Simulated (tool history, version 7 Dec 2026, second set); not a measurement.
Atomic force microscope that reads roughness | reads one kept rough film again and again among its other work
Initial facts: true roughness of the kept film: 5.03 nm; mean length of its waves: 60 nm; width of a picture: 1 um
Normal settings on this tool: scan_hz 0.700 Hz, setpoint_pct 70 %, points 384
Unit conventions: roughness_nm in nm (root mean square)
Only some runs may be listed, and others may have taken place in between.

run   hour  scan_hz  setpoint_pct  points  roughness_nm
  1    0.0    0.700            70     384         4.642
  2    8.5    0.700            70     384         4.631
  3   15.8    0.700            70     310         4.617
  4   29.7    0.700            70     493         4.614
      31.5  -- new tip fitted
  5   42.6    0.700            70     493         4.631
  6   55.0    0.700            70     493         4.646
  7   65.1    0.700            70     493         4.643
  8   75.2    0.700            70     384         4.618
      80.2  -- new tip fitted
  9   90.3    0.700            70     384         4.641
 10   99.6    0.700            70     395         4.633
 11  110.8    0.700            70     395         4.608
 12  118.3    0.700            70     395         4.641
     129.6  -- new tip fitted
 13  134.3    0.700            70     395         4.654
 14  143.8    0.700            70     395         4.636
 15  151.5    0.700            70     395         4.633
 16  162.4    0.700            70     395         4.605
 17  169.3    0.700            70     395         4.629
     179.7  -- new tip fitted
 18  184.1    0.700            70     395         4.650
 19  196.7    0.700            70     395         4.591
 20  208.6    2.231            70     395         4.217
 21  215.2    2.231            70     395         4.238
 22  221.7    2.231            70     395         4.206
     228.7  -- new tip fitted
 23  233.8    2.231            70     395         4.260
 24  240.6    2.231            70     483         4.208
 25  249.8    3.364            70     440         3.987
 26  257.1    3.364            70     440         3.989
 27  264.8    0.994            66     907         4.600
     277.3  -- new tip fitted
 28  277.3    3.152            60     257         4.351
 29  289.3    2.431            82     734         3.734
 30  298.4    2.198            89     359         3.557
 31  305.0    2.198            89     359         3.525
 32  320.1    0.508            70     384         4.643
     326.7  -- new tip fitted
 33  333.6    0.508            70     384         4.683
 34  348.0    0.508            70     384         4.660
 35  358.4    0.723            60     611         4.685
 36  368.4    2.381            76     883         3.976
     375.3  -- new tip fitted
 37  378.0    1.058            76     883         4.400
 38  387.6    0.700            58     300         4.741
 39  399.2    0.700            58     300         4.724
 40  411.4    0.804            89     272         4.247
 41  421.9    0.804            89     272         4.244
     424.9  -- new tip fitted
 42  435.1    1.795            70     789         4.337
 43  447.4    1.999            70     303         4.263

What if the next run were any one of these 5? Each begins from the tool's condition after run 43:
  A  461.4    1.602            57     287             ?
  B  461.4    0.587            70     303             ?
  C  461.4    1.999            57     303             ?
  D  461.4    0.700            76     384             ?
  E  461.4    0.896            70     443             ?

run  roughness_nm
  A         4.589
  B         4.663
  C         4.563
  D         4.527
  E         4.527
With no hidden state in the tool, these same runs would have given:
run  roughness_nm
  A         4.597
  B         4.672
  C         4.571
  D         4.536
  E         4.535
